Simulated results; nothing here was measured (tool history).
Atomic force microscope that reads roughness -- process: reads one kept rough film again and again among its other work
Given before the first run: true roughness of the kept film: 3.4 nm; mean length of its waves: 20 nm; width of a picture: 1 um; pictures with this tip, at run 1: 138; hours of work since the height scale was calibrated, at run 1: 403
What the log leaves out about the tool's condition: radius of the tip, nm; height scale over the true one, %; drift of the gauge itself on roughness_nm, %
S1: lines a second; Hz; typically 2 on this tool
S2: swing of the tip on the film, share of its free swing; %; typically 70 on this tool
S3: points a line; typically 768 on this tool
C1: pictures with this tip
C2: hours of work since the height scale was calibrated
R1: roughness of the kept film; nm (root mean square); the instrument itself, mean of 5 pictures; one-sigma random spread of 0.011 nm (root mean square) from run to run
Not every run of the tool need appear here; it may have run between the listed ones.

run	hour	S1	S2	S3	C1	C2	R1
1	0	2	70	768	138	403	2.497
2	10.3	2	70	768	153	410	2.508
3	22.2	2	56	768	171	418	2.627
4	35.7	2	56	768	191	427	2.612
5	44.6	2	56	768	205	433	2.614
6	58.7	2	70	768	226	443	2.496
7	72.2	2	70	768	246	452	2.51
8	81.7	2	87	768	260	459	2.201
9	95.1	1.12	72	613	280	468	2.594
10	102.2	1.12	72	613	291	473	2.575
11	109.3	1.12	72	613	302	478	2.573
12	117.9	2	57	768	315	484	2.609
13	132.5	0.86	82	516	336	493	2.527
14	139.1	0.86	82	479	346	498	2.514
# hour 147.9: new tip fitted
15	151	2	89	768	4	506	2.187
16	165.8	2.76	74	768	27	516	2.349

Here are 5 independent what-if runs from the current tool condition. What would each one return?
A	177.2	2	70	650	44	524	?
B	177.2	2.76	74	393	44	524	?
C	177.2	1.92	56	418	44	524	?
D	177.2	0.71	90	424	44	524	?
E	177.2	0.92	63	768	44	524	?

run	R1
A	2.519
B	2.318
C	2.605
D	2.505
E	2.657
Stripped of hidden state, with their random variation kept, the same runs would have yielded:
run	R1
A	2.52
B	2.319
C	2.606
D	2.506
E	2.658
